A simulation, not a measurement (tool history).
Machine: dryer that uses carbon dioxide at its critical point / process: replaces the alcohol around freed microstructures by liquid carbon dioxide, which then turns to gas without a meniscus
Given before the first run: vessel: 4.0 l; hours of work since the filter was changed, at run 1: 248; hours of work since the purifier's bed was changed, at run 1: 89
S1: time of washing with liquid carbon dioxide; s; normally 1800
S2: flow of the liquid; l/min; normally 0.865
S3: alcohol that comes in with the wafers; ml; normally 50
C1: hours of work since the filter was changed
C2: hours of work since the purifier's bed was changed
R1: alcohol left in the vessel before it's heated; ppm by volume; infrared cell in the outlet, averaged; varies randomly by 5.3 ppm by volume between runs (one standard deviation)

run    day    S1     S2   S3   C1   C2   R1
  1  0.000  1800  0.865   50  248   89  170
  2  0.179  1800  0.865   46  252   93  165
  3  0.417  1800  0.865   46  256   97  158
  4  0.625  1800  0.865   46  260  101  150
  5  0.842  1800  0.865   46  264  105  167
  6  1.117  1140  0.865   50  270  111  847
  7  1.392  1140  0.865   50  275  116  816
  8  1.746  2700  1.163   82  282  123   27
  9  1.925  2160  0.753  113  285  126  331

Run 10, settings as shown, results not yet in. Your forecast:
 10  2.329  1260  0.657  72  293  134   ?

R1: 1895 ppm by volume
With no hidden state in the tool, this same run would have given R1 1534 ppm by volume.
